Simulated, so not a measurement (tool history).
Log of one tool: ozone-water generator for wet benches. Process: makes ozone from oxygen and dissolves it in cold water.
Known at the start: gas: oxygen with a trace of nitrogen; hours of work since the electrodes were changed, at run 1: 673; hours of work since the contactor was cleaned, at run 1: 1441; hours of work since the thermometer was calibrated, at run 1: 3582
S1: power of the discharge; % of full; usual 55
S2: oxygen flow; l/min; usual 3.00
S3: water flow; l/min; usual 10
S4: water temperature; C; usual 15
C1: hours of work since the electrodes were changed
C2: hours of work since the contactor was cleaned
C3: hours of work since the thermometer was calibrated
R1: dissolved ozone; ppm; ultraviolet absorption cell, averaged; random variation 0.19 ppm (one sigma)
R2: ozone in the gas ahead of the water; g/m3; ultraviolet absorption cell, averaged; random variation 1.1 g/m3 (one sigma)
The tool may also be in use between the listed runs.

Run 1, day 0.000: usual settings; C1 673; C2 1441; C3 3582. Result: R1 25.6 ppm, R2 184.3 g/m3.
Run 2, day 1.938: usual settings; C1 719; C2 1487; C3 3629. Result: R1 25.4 ppm, R2 183.1 g/m3.
Run 3, day 3.358: usual settings but S2 4.87 l/min; C1 753; C2 1521; C3 3663. Result: R1 24.6 ppm, R2 139.8 g/m3.
Run 4, day 4.233: usual settings but S4 16 C; C1 774; C2 1542; C3 3684. Result: R1 24.8 ppm, R2 182.3 g/m3.
Run 5, day 5.508: usual settings; C1 805; C2 1573; C3 3714. Result: R1 25.6 ppm, R2 184.2 g/m3.
Run 6, day 6.992: usual settings; C1 840; C2 1608; C3 3750. Result: R1 25.4 ppm, R2 183.7 g/m3.
Run 7, day 8.854: usual settings; C1 885; C2 1653; C3 3795. Result: R1 25.3 ppm, R2 182.8 g/m3.
Run 8, day 10.088: usual settings but S4 8 C; C1 915; C2 1683; C3 3824. Result: R1 28.1 ppm, R2 183.9 g/m3.
Run 9, day 11.112: usual settings but S4 8 C; C1 939; C2 1707; C3 3849. Result: R1 27.8 ppm, R2 181.5 g/m3.
Run 10, day 12.633: usual settings but S4 8 C; C1 976; C2 1744; C3 3885. Result: R1 28.0 ppm, R2 185.0 g/m3.
Run 11, day 13.725: usual settings but S4 8 C; C1 1002; C2 1770; C3 3911. Result: R1 28.1 ppm, R2 184.7 g/m3.
Run 12, day 15.296: usual settings but S4 8 C; C1 1039; C2 1807; C3 3949. Result: R1 27.8 ppm, R2 183.1 g/m3.
At day 16.438: water thermometer calibrated.
Run 13, day 16.838: usual settings but S1 63 % of full, S2 1.58 l/min, S3 9 l/min, S4 8 C; C1 1076; C2 1844; C3 10. Result: R1 32.3 ppm, R2 298.9 g/m3.
Run 14, day 18.779: usual settings but S1 63 % of full, S2 1.58 l/min, S3 9 l/min, S4 8 C; C1 1122; C2 1890; C3 56. Result: R1 32.2 ppm, R2 296.4 g/m3.
Run 15, day 20.500: usual settings but S4 14 C; C1 1164; C2 1932; C3 97. Result: R1 25.6 ppm, R2 182.8 g/m3.
Run 16, day 21.717: usual settings but S4 14 C; C1 1193; C2 1961; C3 127. Result: R1 25.7 ppm, R2 185.7 g/m3.
Run 17, day 23.225: usual settings but S4 14 C; C1 1229; C2 1997; C3 163. Result: R1 25.5 ppm, R2 182.6 g/m3.

The next listed run, before its measurement:
Run 18, day 24.279: usual settings but S1 58 % of full, S2 1.95 l/min, S3 7 l/min, S4 14 C; C1 1254; C2 2022; C3 188. Result: R1 ?, R2 ?.

{"run 18": {"R1": 35.4, "R2": 245.1}}
Without the tool's hidden state the same run would have given R1 36.4 ppm, R2 249.7 g/m3.

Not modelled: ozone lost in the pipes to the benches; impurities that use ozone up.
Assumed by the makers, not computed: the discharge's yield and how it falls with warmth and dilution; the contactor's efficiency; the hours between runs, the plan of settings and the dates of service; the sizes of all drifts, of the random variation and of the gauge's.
